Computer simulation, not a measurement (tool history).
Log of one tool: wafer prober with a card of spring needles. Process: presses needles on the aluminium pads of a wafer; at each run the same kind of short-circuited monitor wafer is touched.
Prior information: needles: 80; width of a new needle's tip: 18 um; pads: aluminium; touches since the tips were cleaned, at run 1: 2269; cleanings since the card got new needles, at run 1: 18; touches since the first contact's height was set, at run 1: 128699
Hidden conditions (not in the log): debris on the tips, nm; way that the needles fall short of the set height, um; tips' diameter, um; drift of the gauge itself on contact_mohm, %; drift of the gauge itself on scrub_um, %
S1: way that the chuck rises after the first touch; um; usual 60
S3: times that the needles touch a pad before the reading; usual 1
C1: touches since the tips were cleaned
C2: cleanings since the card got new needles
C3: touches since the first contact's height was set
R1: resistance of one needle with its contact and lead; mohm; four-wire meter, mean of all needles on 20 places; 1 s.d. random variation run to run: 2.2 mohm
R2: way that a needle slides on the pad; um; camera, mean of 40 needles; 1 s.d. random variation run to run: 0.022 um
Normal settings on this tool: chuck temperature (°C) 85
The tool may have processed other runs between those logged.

run 1 hour=0 | S1=60 chuck_temperature_(°C)=85 S3=1 | C1=2269 C2=18 C3=128699 | R1=241 R2=12.44
-- hour=11.8 tips cleaned on abrasive film
run 2 hour=12 | S1=60 chuck_temperature_(°C)=106 S3=1 | C1=61 C2=19 C3=133205 | R1=248 R2=12.47
run 3 hour=23.6 | S1=60 chuck_temperature_(°C)=85 S3=1 | C1=4447 C2=19 C3=137591 | R1=242 R2=12.46
-- hour=28.9 tips cleaned on abrasive film
run 4 hour=33.7 | S1=60 chuck_temperature_(°C)=85 S3=1 | C1=1823 C2=20 C3=141402 | R1=242 R2=12.48
-- hour=34.6 height of the first contact set anew
run 5 hour=45.3 | S1=60 chuck_temperature_(°C)=85 S3=1 | C1=6107 C2=20 C3=4046 | R1=246 R2=12.53
-- hour=47.1 tips cleaned on abrasive film
run 6 hour=55.2 | S1=60 chuck_temperature_(°C)=85 S3=1 | C1=3083 C2=21 C3=7778 | R1=245 R2=12.49
run 7 hour=62.8 | S1=68 chuck_temperature_(°C)=28 S3=1 | C1=5944 C2=21 C3=10639 | R1=225 R2=14.19
-- hour=64.4 tips cleaned on abrasive film
run 8 hour=73.8 | S1=59 chuck_temperature_(°C)=29 S3=3 | C1=3593 C2=22 C3=14793 | R1=228 R2=12.33
-- hour=81.7 tips cleaned on abrasive film
run 9 hour=86 | S1=59 chuck_temperature_(°C)=29 S3=3 | C1=1634 C2=23 C3=19361 | R1=229 R2=12.39

Predict the results of run 10:
run 10 hour=93.5 | S1=65 chuck_temperature_(°C)=49 S3=1 | C1=4492 C2=23 C3=22219 | R1=? R2=?

For run 10 the tool returned R1 236 mohm, R2 13.66 um.
On a tool with no hidden condition, and with the same random variation, this run would have come out at R1 235 mohm, R2 13.53 um.
